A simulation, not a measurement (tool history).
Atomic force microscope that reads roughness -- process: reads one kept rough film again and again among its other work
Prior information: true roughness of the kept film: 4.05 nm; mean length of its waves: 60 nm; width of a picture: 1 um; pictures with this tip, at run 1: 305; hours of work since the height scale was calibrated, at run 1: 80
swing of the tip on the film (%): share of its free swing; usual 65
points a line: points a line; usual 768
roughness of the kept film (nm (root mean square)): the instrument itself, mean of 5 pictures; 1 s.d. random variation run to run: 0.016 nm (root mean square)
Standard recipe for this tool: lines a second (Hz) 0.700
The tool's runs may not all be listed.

run,hour,lines a second (Hz),swing of the tip on the film (%),points a line,pictures with this tip,hours of work since the height scale was calibrated,roughness of the kept film (nm (root mean square))
1,0.0,0.700,65,768,305,80,3.707
2,8.6,0.700,65,768,321,85,3.709
3,22.0,0.700,65,768,346,93,3.680
# hour 31.8: new tip fitted
4,41.9,0.700,65,768,19,105,3.874
5,50.5,0.700,65,768,35,110,3.898
6,62.1,0.700,65,768,57,117,3.845
7,76.7,0.700,65,768,85,126,3.833
8,93.4,0.700,65,768,116,136,3.844
9,108.6,0.700,65,768,145,145,3.804
10,123.1,0.700,65,768,172,153,3.789
11,141.1,0.700,65,768,206,164,3.756
12,150.4,0.700,65,850,223,170,3.743
13,170.1,0.792,65,768,261,181,3.716
14,188.8,0.700,65,768,296,193,3.691
15,205.4,0.700,65,768,327,203,3.656
16,223.0,0.700,65,768,360,213,3.637
# hour 224.9: new tip fitted
17,233.0,0.700,65,768,15,219,3.904
18,245.3,0.700,65,768,38,226,3.884
19,259.5,0.700,65,768,65,235,3.847
20,272.8,0.700,65,768,90,243,3.849
21,285.8,0.700,65,768,115,250,3.835
22,296.5,0.700,65,768,135,257,3.795
23,307.4,0.771,65,768,155,263,3.795
24,326.4,0.771,65,768,191,275,3.781
25,345.4,0.700,65,768,227,286,3.740
26,355.6,0.700,65,768,246,292,3.722
27,370.5,0.700,85,768,274,301,3.630
28,389.6,0.700,85,768,310,313,3.605
29,404.5,0.624,87,979,338,321,3.588
# hour 417.6: new tip fitted
30,422.2,0.624,87,979,9,332,3.818
31,430.5,0.700,65,512,24,337,3.880
32,444.5,0.700,65,512,51,345,3.913
33,463.0,0.700,65,512,85,356,3.844
34,483.0,2.503,78,410,123,368,3.558
# hour 485.7: height scale calibrated on a step standard
35,493.9,2.503,78,410,142,5,3.513
36,513.6,2.503,78,410,179,17,3.499
37,522.2,0.700,60,432,195,22,3.785
38,538.7,0.832,63,604,226,32,3.712
39,555.5,0.619,73,720,258,42,3.691
40,565.2,0.619,73,720,276,48,3.680
# hour 586.2: height scale calibrated on a step standard, once more
41,586.2,0.619,73,720,314,0,3.653
42,603.9,3.934,89,720,347,11,2.991
# hour 612.1: new tip fitted
43,614.6,2.420,78,854,4,17,3.631
44,629.7,0.700,71,857,33,26,3.869
45,638.1,0.832,67,417,49,31,3.863
46,656.1,0.832,67,417,83,42,3.820
47,671.3,2.279,88,860,111,51,3.427
48,680.6,2.610,56,573,129,56,3.756
49,692.9,2.973,56,646,152,64,3.711
50,704.0,1.185,55,333,173,70,3.777
51,721.2,2.629,57,624,205,81,3.689
52,736.2,0.700,58,980,233,89,3.735
53,748.9,1.184,69,465,257,97,3.672
54,764.6,2.907,74,525,287,106,3.477

Pick out some run-to-run changes in roughness of the kept film (nm (root mean square)). Of each, how much would a tool without hidden state show as well, from the settings, what came in and chance, and how much is left for the hidden state and any gauge scatter not in both results compared?
Unlogged tool condition in this case: radius of the tip, nm; height scale over the true one, %; drift of the gauge itself on roughness_nm, %.
Run 3 -> 4: new tip fitted. roughness of the kept film (nm (root mean square)) +0.194: hidden state +0.220, all else -0.026.
Run 16 -> 17: new tip fitted. roughness of the kept film (nm (root mean square)) +0.267: hidden state +0.248, all else +0.019.
Run 29 -> 30: new tip fitted. roughness of the kept film (nm (root mean square)) +0.230: hidden state +0.236, all else -0.006.
Run 41 -> 42: lines a second (Hz) 0.619 -> 3.934, swing of the tip on the film (%) 73 -> 89. roughness of the kept film (nm (root mean square)) -0.662: hidden state +0.022, all else -0.684.
Run 42 -> 43: lines a second (Hz) 3.934 -> 2.420, swing of the tip on the film (%) 89 -> 78, points a line 720 -> 854, new tip fitted. roughness of the kept film (nm (root mean square)) +0.640: hidden state +0.202, all else +0.438.
Run 46 -> 47: lines a second (Hz) 0.832 -> 2.279, swing of the tip on the film (%) 67 -> 88, points a line 417 -> 860. roughness of the kept film (nm (root mean square)) -0.393: hidden state -0.013, all else -0.380.

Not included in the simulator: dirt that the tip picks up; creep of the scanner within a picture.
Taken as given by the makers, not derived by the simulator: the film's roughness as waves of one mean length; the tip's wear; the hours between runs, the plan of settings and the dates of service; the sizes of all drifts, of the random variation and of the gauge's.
